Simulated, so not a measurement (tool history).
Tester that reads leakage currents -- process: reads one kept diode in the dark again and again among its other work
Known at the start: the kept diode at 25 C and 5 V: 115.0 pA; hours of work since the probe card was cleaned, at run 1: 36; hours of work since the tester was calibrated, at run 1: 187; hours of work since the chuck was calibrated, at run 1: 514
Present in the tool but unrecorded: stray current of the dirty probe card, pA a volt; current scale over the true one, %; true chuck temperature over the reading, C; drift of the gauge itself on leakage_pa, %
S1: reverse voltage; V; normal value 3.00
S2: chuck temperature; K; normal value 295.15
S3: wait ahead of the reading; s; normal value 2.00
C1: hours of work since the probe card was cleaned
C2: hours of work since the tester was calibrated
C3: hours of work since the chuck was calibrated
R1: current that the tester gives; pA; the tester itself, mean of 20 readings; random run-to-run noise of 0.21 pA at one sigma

run     day     S1      S2    S3   C1   C2   C3      R1
  1   0.000   3.00  295.15  2.00   36  187  514   67.55
  2   1.571   3.00  295.15  2.00   63  214  542   67.36
  3   3.033   3.00  311.15  2.00   89  240  568  246.34
  4   4.579   3.00  295.15  3.03  116  267  595   67.58
  5   5.258   3.00  295.15  4.35  128  279  607   67.64
  6   6.442   3.00  295.15  4.35  149  299  627   67.21
  7   7.454   3.00  295.15  2.00  166  317  645   67.83
  8   8.154   3.00  295.15  2.00  179  329  657   67.64
  9   9.212   3.00  295.15  2.00  197  348  676   67.78
 10  10.721   3.00  295.15  2.00  224  374  702   67.67
 11  11.412   3.00  295.15  2.00  236  387  715   67.68
 12  12.567   3.00  295.15  2.00  256  407  735   67.59
 13  13.746   2.10  295.15  2.94  277  428  755   55.15
 14  15.246   2.10  295.15  2.94  303  454  782   55.55
 15  16.458   3.00  318.15  2.00  324  475  803  419.12
 16  17.667   3.00  301.15  1.00  345  496  824  112.15
 17  18.454   3.00  301.15  1.00  359  510  838  111.90
 18  19.112  14.76  296.15  7.10  371  522  849  178.27
 19  19.908  14.76  296.15  7.10  385  535  863  177.98
 20  21.321  14.76  296.15  7.10  410  560  888  177.06
 21  22.233  14.76  296.15  7.10  426  576  904  177.61
 22  23.454  14.76  296.15  7.10  447  598  926  177.15
 23  24.854   7.12  300.15  1.78  471  622  950  166.31
 24  26.238   1.82  295.15  7.29  496  646  974   51.47

Forecast each of these 5 alternatives for the next run:
  A  27.300  12.45  295.15  7.68  514  665  993   ?
  B  27.300   8.77  326.15  7.29  514  665  993   ?
  C  27.300   1.82  295.15  0.85  514  665  993   ?
  D  27.300  12.57  295.15  3.65  514  665  993   ?
  E  27.300   3.38  298.15  1.63  514  665  993   ?

run       R1
  A   148.79
  B  1346.06
  C    51.56
  D   150.04
  E    93.05
With the hidden condition removed and each run's random variation left untouched, the same runs would have given:
run       R1
  A   148.60
  B  1344.78
  C    51.50
  D   149.86
  E    92.94

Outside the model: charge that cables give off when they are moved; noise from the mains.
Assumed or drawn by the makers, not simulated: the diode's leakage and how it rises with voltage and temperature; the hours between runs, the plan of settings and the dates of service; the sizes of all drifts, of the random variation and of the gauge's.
